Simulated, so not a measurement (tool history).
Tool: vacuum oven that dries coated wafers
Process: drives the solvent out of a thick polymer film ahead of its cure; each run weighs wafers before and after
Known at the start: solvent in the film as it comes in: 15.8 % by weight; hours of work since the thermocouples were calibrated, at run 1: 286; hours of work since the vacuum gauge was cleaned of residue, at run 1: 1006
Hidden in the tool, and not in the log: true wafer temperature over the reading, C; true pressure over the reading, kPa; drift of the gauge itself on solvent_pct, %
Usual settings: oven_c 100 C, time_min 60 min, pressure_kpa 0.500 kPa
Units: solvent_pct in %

run	hour	oven_c	time_min	pressure_kpa	hours of work since the thermocouples were calibrated	hours of work since the vacuum gauge was cleaned of residue	solvent_pct
1	0.0	100	60	0.500	286	1006	2.30
2	63.5	100	60	0.500	335	1054	2.30
3	126.0	100	60	0.500	382	1102	2.29
4	229.5	100	60	0.500	461	1181	2.27
5	290.7	100	60	0.500	508	1228	2.28
6	360.6	100	60	0.500	561	1281	2.30
7	436.8	100	60	0.500	619	1339	2.28
8	533.3	100	60	0.500	693	1413	2.28
9	597.1	100	60	0.500	742	1461	2.25
# hour 648.4: oven's thermocouples calibrated
10	701.5	100	60	0.319	41	1539	2.26
11	804.4	100	60	0.319	119	1618	2.26
12	870.8	100	60	0.319	170	1669	2.24
13	941.4	100	60	0.500	223	1722	2.31
14	1001.1	100	60	0.500	269	1768	2.33
15	1092.3	100	60	0.500	339	1837	2.28
16	1187.5	100	60	0.500	411	1910	2.28
17	1268.5	100	60	0.500	473	1972	2.28
18	1342.9	89	60	0.500	530	2029	5.92
19	1420.1	89	60	0.500	589	2088	5.90
20	1506.5	89	60	0.500	655	2153	5.96
21	1592.2	89	60	0.500	720	2219	5.89
22	1668.2	89	60	0.500	778	2277	5.96
# hour 1679.6: oven's thermocouples calibrated
23	1765.8	100	60	0.500	66	2350	2.30
24	1866.1	100	60	0.500	142	2426	2.29
25	1955.5	109	60	1.596	210	2494	0.80
26	2052.5	91	32	0.312	284	2568	7.87
27	2121.3	91	32	0.312	337	2621	7.93
28	2211.3	114	85	0.268	406	2690	0.04
29	2314.1	114	85	0.268	484	2768	0.07
30	2358.9	91	99	1.695	518	2802	3.36
31	2403.9	91	99	1.695	552	2836	3.41
32	2463.7	91	99	1.695	598	2882	3.37
33	2563.9	91	43	0.482	674	2958	6.69
34	2627.0	115	60	1.823	723	3007	0.41
35	2680.4	115	40	0.403	763	3047	0.53
# hour 2706.3: oven's thermocouples calibrated
36	2724.7	111	64	0.688	14	3080	0.36
37	2809.6	107	73	1.025	79	3144	0.62
38	2906.7	95	103	1.025	153	3218	1.86
39	2999.3	93	56	0.397	223	3289	4.83
# hour 3029.9: vacuum gauge cleaned of residue and calibrated
40	3097.5	109	56	0.973	297	52	0.76
41	3173.1	109	56	0.973	355	109	0.78
42	3225.6	86	53	1.027	395	149	7.59
43	3295.9	100	54	0.500	449	203	2.72
44	3381.7	86	54	0.600	514	268	7.40
45	3433.4	86	54	0.600	553	308	7.42
46	3535.2	95	31	0.285	631	385	6.77
47	3602.8	96	38	0.870	683	437	5.68

3 ways to go on from here, each from the tool as it stands after run 47. What would each give?
A	3677.1	109	32	0.884	739	494	?
B	3677.1	96	52	0.870	739	494	?
C	3677.1	90	106	0.500	739	494	?

run	solvent_pct
A	2.34
B	4.22
C	3.00
Without the tool's hidden state the same runs would have given:
run	solvent_pct
A	2.35
B	4.23
C	3.01
